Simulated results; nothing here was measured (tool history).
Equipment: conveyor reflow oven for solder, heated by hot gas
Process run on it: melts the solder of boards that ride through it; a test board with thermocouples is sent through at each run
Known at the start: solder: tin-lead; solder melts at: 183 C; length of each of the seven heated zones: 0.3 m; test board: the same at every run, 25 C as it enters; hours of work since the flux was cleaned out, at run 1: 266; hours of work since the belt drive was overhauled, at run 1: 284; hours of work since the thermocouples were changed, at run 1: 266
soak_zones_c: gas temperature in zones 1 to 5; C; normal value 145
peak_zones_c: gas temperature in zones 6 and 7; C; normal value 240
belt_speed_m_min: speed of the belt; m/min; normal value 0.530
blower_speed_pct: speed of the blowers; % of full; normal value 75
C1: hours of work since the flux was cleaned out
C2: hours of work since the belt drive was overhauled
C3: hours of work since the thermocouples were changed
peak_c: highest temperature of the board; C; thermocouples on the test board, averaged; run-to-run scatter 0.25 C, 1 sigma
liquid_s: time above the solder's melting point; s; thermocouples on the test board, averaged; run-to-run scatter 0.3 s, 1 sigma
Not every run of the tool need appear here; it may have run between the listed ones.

{"run": 1, "hour": 0.0, "soak_zones_c": 145, "peak_zones_c": 240, "belt_speed_m_min": 0.53, "blower_speed_pct": 75, "C1": 266, "C2": 284, "C3": 266, "peak_c": 226.2, "liquid_s": 59.4}
{"run": 2, "hour": 24.0, "soak_zones_c": 145, "peak_zones_c": 250, "belt_speed_m_min": 0.53, "blower_speed_pct": 75, "C1": 277, "C2": 295, "C3": 277, "peak_c": 235.1, "liquid_s": 62.9}
{"run": 3, "hour": 39.7, "soak_zones_c": 145, "peak_zones_c": 240, "belt_speed_m_min": 0.455, "blower_speed_pct": 75, "C1": 284, "C2": 302, "C3": 284, "peak_c": 230.3, "liquid_s": 70.8}
{"run": 4, "hour": 61.0, "soak_zones_c": 145, "peak_zones_c": 240, "belt_speed_m_min": 0.53, "blower_speed_pct": 75, "C1": 293, "C2": 311, "C3": 293, "peak_c": 226.0, "liquid_s": 59.4}
{"run": 5, "hour": 78.4, "soak_zones_c": 145, "peak_zones_c": 240, "belt_speed_m_min": 0.53, "blower_speed_pct": 75, "C1": 301, "C2": 319, "C3": 301, "peak_c": 225.9, "liquid_s": 58.6}
{"run": 6, "hour": 101.2, "soak_zones_c": 145, "peak_zones_c": 240, "belt_speed_m_min": 0.53, "blower_speed_pct": 75, "C1": 311, "C2": 329, "C3": 311, "peak_c": 226.4, "liquid_s": 58.5}
{"run": 7, "hour": 127.3, "soak_zones_c": 145, "peak_zones_c": 240, "belt_speed_m_min": 0.53, "blower_speed_pct": 75, "C1": 323, "C2": 341, "C3": 323, "peak_c": 226.2, "liquid_s": 58.5}
{"hour": 143.5, "done": "flux residue cleaned out of gas plates and filters"}
{"run": 8, "hour": 162.7, "soak_zones_c": 145, "peak_zones_c": 240, "belt_speed_m_min": 0.53, "blower_speed_pct": 57, "C1": 9, "C2": 354, "C3": 336, "peak_c": 222.8, "liquid_s": 57.0}
{"run": 9, "hour": 175.7, "soak_zones_c": 152, "peak_zones_c": 240, "belt_speed_m_min": 0.53, "blower_speed_pct": 75, "C1": 14, "C2": 360, "C3": 342, "peak_c": 227.0, "liquid_s": 62.2}
{"run": 10, "hour": 200.5, "soak_zones_c": 152, "peak_zones_c": 240, "belt_speed_m_min": 0.53, "blower_speed_pct": 75, "C1": 25, "C2": 371, "C3": 353, "peak_c": 227.3, "liquid_s": 61.7}
{"run": 11, "hour": 226.1, "soak_zones_c": 152, "peak_zones_c": 240, "belt_speed_m_min": 0.53, "blower_speed_pct": 75, "C1": 37, "C2": 383, "C3": 365, "peak_c": 227.4, "liquid_s": 62.0}
{"run": 12, "hour": 253.9, "soak_zones_c": 152, "peak_zones_c": 240, "belt_speed_m_min": 0.53, "blower_speed_pct": 75, "C1": 49, "C2": 395, "C3": 377, "peak_c": 227.5, "liquid_s": 61.2}
{"run": 13, "hour": 270.5, "soak_zones_c": 152, "peak_zones_c": 240, "belt_speed_m_min": 0.53, "blower_speed_pct": 75, "C1": 57, "C2": 402, "C3": 385, "peak_c": 227.3, "liquid_s": 61.7}
{"run": 14, "hour": 300.1, "soak_zones_c": 145, "peak_zones_c": 240, "belt_speed_m_min": 0.626, "blower_speed_pct": 75, "C1": 70, "C2": 416, "C3": 398, "peak_c": 220.7, "liquid_s": 47.2}
{"run": 15, "hour": 326.1, "soak_zones_c": 145, "peak_zones_c": 238, "belt_speed_m_min": 0.53, "blower_speed_pct": 75, "C1": 82, "C2": 427, "C3": 409, "peak_c": 224.4, "liquid_s": 57.7}
{"run": 16, "hour": 343.9, "soak_zones_c": 145, "peak_zones_c": 240, "belt_speed_m_min": 0.53, "blower_speed_pct": 63, "C1": 89, "C2": 435, "C3": 417, "peak_c": 224.3, "liquid_s": 57.5}
{"run": 17, "hour": 361.8, "soak_zones_c": 145, "peak_zones_c": 235, "belt_speed_m_min": 0.428, "blower_speed_pct": 81, "C1": 97, "C2": 443, "C3": 425, "peak_c": 228.1, "liquid_s": 74.3}
{"run": 18, "hour": 392.4, "soak_zones_c": 133, "peak_zones_c": 240, "belt_speed_m_min": 0.561, "blower_speed_pct": 87, "C1": 111, "C2": 457, "C3": 439, "peak_c": 224.7, "liquid_s": 51.0}
{"run": 19, "hour": 421.6, "soak_zones_c": 133, "peak_zones_c": 240, "belt_speed_m_min": 0.561, "blower_speed_pct": 87, "C1": 124, "C2": 470, "C3": 452, "peak_c": 224.5, "liquid_s": 51.4}
{"run": 20, "hour": 444.3, "soak_zones_c": 145, "peak_zones_c": 251, "belt_speed_m_min": 0.457, "blower_speed_pct": 80, "C1": 134, "C2": 480, "C3": 462, "peak_c": 240.8, "liquid_s": 76.1}
{"run": 21, "hour": 461.1, "soak_zones_c": 145, "peak_zones_c": 251, "belt_speed_m_min": 0.457, "blower_speed_pct": 80, "C1": 142, "C2": 488, "C3": 470, "peak_c": 240.8, "liquid_s": 75.4}
{"run": 22, "hour": 489.8, "soak_zones_c": 150, "peak_zones_c": 243, "belt_speed_m_min": 0.517, "blower_speed_pct": 57, "C1": 155, "C2": 500, "C3": 482, "peak_c": 227.4, "liquid_s": 63.2}
{"run": 23, "hour": 518.7, "soak_zones_c": 145, "peak_zones_c": 240, "belt_speed_m_min": 0.536, "blower_speed_pct": 75, "C1": 167, "C2": 513, "C3": 495, "peak_c": 225.5, "liquid_s": 57.6}
{"run": 24, "hour": 545.3, "soak_zones_c": 145, "peak_zones_c": 244, "belt_speed_m_min": 0.53, "blower_speed_pct": 57, "C1": 179, "C2": 525, "C3": 507, "peak_c": 226.6, "liquid_s": 59.6}
{"run": 25, "hour": 574.5, "soak_zones_c": 145, "peak_zones_c": 244, "belt_speed_m_min": 0.53, "blower_speed_pct": 57, "C1": 192, "C2": 538, "C3": 520, "peak_c": 226.5, "liquid_s": 58.6}
{"run": 26, "hour": 605.6, "soak_zones_c": 145, "peak_zones_c": 249, "belt_speed_m_min": 0.484, "blower_speed_pct": 54, "C1": 206, "C2": 552, "C3": 534, "peak_c": 233.1, "liquid_s": 67.8}
{"run": 27, "hour": 633.7, "soak_zones_c": 145, "peak_zones_c": 244, "belt_speed_m_min": 0.515, "blower_speed_pct": 54, "C1": 219, "C2": 565, "C3": 547, "peak_c": 226.9, "liquid_s": 60.8}
{"run": 28, "hour": 663.1, "soak_zones_c": 145, "peak_zones_c": 253, "belt_speed_m_min": 0.515, "blower_speed_pct": 89, "C1": 232, "C2": 578, "C3": 560, "peak_c": 240.5, "liquid_s": 67.3}
{"run": 29, "hour": 684.9, "soak_zones_c": 145, "peak_zones_c": 253, "belt_speed_m_min": 0.515, "blower_speed_pct": 89, "C1": 242, "C2": 587, "C3": 569, "peak_c": 240.6, "liquid_s": 66.4}
{"run": 30, "hour": 699.4, "soak_zones_c": 145, "peak_zones_c": 253, "belt_speed_m_min": 0.515, "blower_speed_pct": 89, "C1": 248, "C2": 594, "C3": 576, "peak_c": 240.9, "liquid_s": 66.7}
{"run": 31, "hour": 723.2, "soak_zones_c": 145, "peak_zones_c": 248, "belt_speed_m_min": 0.585, "blower_speed_pct": 75, "C1": 259, "C2": 605, "C3": 587, "peak_c": 230.8, "liquid_s": 55.0}

For each entry between runs, how does the tool's hidden state at the last listed run before it compare with that at the first listed run after it?
Logged between run 7 and run 8: flux residue cleaned out of gas plates and filters (hour 143.5)
  heat that the gas passes to the board, % of a clean oven's: 99.3 -> 100; belt's true speed, % of the reading: 99.94 -> 99.93
